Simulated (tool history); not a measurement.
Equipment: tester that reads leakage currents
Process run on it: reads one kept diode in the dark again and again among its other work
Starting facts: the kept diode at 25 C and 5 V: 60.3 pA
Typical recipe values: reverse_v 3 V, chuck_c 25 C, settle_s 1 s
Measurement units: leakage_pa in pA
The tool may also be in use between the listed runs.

| run | hour | reverse_v | chuck_c | settle_s | leakage_pa |
|---|---|---|---|---|---|
| 1 | 0 | 3 | 25 | 1 | 55.02 |
| 2 | 48.8 | 3 | 25 | 1 | 55.18 |
| 3 | 96.3 | 3 | 24 | 1 | 51.41 |
| 4 | 123.9 | 3 | 24 | 1 | 51.21 |
| 5 | 151.3 | 3 | 31 | 1 | 84.62 |
| 6 | 208.9 | 3 | 31 | 1 | 84.25 |
| 7 | 269.1 | 3 | 25 | 0.54 | 56.5 |
| 8 | 294.9 | 3 | 36 | 1 | 119.5 |
| 9 | 324.4 | 3 | 36 | 1 | 119.3 |
| 10 | 385 | 3 | 52 | 1 | 345.85 |
| 11 | 441.9 | 3 | 52 | 1 | 345.62 |
| 12 | 487.8 | 3 | 25 | 9.25 | 54.64 |
| 13 | 540 | 3 | 25 | 9.25 | 54.4 |
| 14 | 568.4 | 3 | 25 | 9.25 | 54.68 |
| 15 | 604.3 | 3 | 25 | 9.25 | 54.57 |
| 16 | 652 | 3 | 25 | 9.25 | 54.36 |
| 17 | 697.5 | 3 | 25 | 9.25 | 54.59 |
| 18 | 730.1 | 3 | 25 | 0.31 | 58.1 |
| 19 | 756.1 | 12.46 | 25 | 1 | 102.88 |
| 20 | 810.5 | 3 | 25 | 1 | 55.75 |
| 21 | 849 | 3 | 25 | 1 | 55.44 |
| 22 | 904.7 | 13.54 | 44 | 1 | 350.78 |
| 23 | 949.3 | 13.54 | 44 | 1 | 350 |
| 24 | 985.9 | 1.57 | 20 | 4.03 | 29.73 |
| 25 | 1027.9 | 1.57 | 20 | 0.44 | 30.96 |
| 26 | 1054.4 | 17.22 | 33 | 6.03 | 190.12 |
| 27 | 1099.4 | 17.22 | 33 | 6.03 | 188.74 |
| 28 | 1126.3 | 17.22 | 33 | 6.03 | 190.57 |
| 29 | 1163.6 | 17.22 | 33 | 6.03 | 190.3 |
| 30 | 1221.4 | 17.22 | 33 | 6.03 | 190.99 |
| 31 | 1258 | 6.61 | 36 | 6.81 | 157.67 |
| 32 | 1302.8 | 6.61 | 36 | 6.81 | 157.81 |
| 33 | 1327.6 | 1.74 | 53 | 1.13 | 302.81 |
| 34 | 1366.6 | 2.87 | 25 | 0.88 | 54.85 |
| 35 | 1411.2 | 3 | 32 | 0.41 | 91.65 |
| 36 | 1471.4 | 1.53 | 49 | 0.55 | 223.97 |
| 37 | 1522.9 | 1.53 | 49 | 0.55 | 223.26 |
| 38 | 1552.3 | 8.03 | 42 | 3.08 | 251.11 |
| 39 | 1605.6 | 8.03 | 48 | 0.54 | 374.3 |
| 40 | 1635.5 | 8.03 | 48 | 0.54 | 375 |
| 41 | 1676.4 | 3 | 36 | 1 | 118.69 |

Below, each run's measurement less what the same run would have read without the hidden state. Both values contain the same run-to-run variation, but the gauge's scatter may not be the same in both:
Hidden state present: stray current of the dirty probe card, pA a volt; current scale over the true one, %; true chuck temperature over the reading, C; drift of the gauge itself on leakage_pa, %.
| run | leakage_pa |
|---|---|
| 1 | +3.16 |
| 2 | +3.18 |
| 3 | +3.23 |
| 4 | +3.22 |
| 5 | +2.93 |
| 6 | +2.91 |
| 7 | +3.25 |
| 8 | +2.47 |
| 9 | +2.44 |
| 10 | -0.53 |
| 11 | -0.74 |
| 12 | +3.32 |
| 13 | +3.32 |
| 14 | +3.35 |
| 15 | +3.35 |
| 16 | +3.35 |
| 17 | +3.38 |
| 18 | +3.38 |
| 19 | +16.8 |
| 20 | +3.41 |
| 21 | +3.39 |
| 22 | +13.64 |
| 23 | +13.63 |
| 24 | +1.75 |
| 25 | +1.75 |
| 26 | +23.43 |
| 27 | +23.4 |
| 28 | +23.72 |
| 29 | +23.82 |
| 30 | +24.1 |
| 31 | +6.87 |
| 32 | +6.89 |
| 33 | -5.42 |
| 34 | +3.35 |
| 35 | +2.49 |
| 36 | -4.09 |
| 37 | -4.22 |
| 38 | +6.6 |
| 39 | +2.84 |
| 40 | +2.75 |
| 41 | +1.46 |
